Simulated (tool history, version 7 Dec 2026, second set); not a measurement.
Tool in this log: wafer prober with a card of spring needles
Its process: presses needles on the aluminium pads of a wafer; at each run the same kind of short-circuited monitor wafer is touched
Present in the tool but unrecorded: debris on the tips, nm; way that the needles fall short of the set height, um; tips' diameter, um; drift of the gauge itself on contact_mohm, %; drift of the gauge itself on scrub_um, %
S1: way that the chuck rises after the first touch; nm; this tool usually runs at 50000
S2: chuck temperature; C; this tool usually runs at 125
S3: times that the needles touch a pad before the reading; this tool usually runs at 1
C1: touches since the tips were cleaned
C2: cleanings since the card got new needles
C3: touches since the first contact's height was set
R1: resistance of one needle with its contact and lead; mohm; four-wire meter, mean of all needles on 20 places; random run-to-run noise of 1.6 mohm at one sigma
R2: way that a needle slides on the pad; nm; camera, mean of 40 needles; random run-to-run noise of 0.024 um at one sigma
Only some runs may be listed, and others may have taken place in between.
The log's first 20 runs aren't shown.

run,day,S1,S2,S3,C1,C2,C3,R1,R2
# day 5.212: tips cleaned on abrasive film
21,5.438,37000,32,1,2025,21,102546,548,4990
22,5.692,50000,125,3,4325,21,104846,270,6810
# day 5.733: tips cleaned on abrasive film
23,5.967,35000,31,1,2116,22,107280,629,4700
# day 6.254: tips cleaned on abrasive film
24,6.254,62000,58,1,0,23,109861,154,8550
25,6.504,62000,58,1,2231,23,112092,285,8530
# day 6.771: tips cleaned on abrasive film
26,6.771,44000,75,3,0,24,114476,169,5910
27,7.167,56000,122,1,3559,24,118035,375,7660
# day 7.292: tips cleaned on abrasive film
28,7.508,56000,122,1,1946,25,121094,314,7640
# day 7.825: tips cleaned on abrasive film
29,7.846,56000,87,2,181,26,124096,163,7610
30,8.129,56000,87,2,2719,26,126634,261,7670
# day 8.346: tips cleaned on abrasive film
31,8.425,64000,97,2,721,27,129272,179,8730
32,8.817,48000,52,2,4272,27,132823,376,6490
# day 8.867: tips cleaned on abrasive film
33,9.079,35000,50,2,1905,28,135137,415,4570
# day 9.388: tips cleaned on abrasive film
34,9.400,35000,50,2,109,29,137990,225,4580

Each row is a separate what-if for the run after 34, all from the same tool condition, not one after another. Results?
A,9.742,67000,26,1,3213,29,141094,?,?
B,9.742,35000,123,2,3213,29,141094,?,?
C,9.742,41000,71,1,3213,29,141094,?,?
D,9.742,58000,125,1,3213,29,141094,?,?

run,R1,R2
A,318,9140
B,531,4550
C,626,5400
D,369,7900
Stripped of hidden state, with their random variation kept, the same runs would have yielded:
run,R1,R2
A,132,9600
B,169,5010
C,153,5860
D,155,8370

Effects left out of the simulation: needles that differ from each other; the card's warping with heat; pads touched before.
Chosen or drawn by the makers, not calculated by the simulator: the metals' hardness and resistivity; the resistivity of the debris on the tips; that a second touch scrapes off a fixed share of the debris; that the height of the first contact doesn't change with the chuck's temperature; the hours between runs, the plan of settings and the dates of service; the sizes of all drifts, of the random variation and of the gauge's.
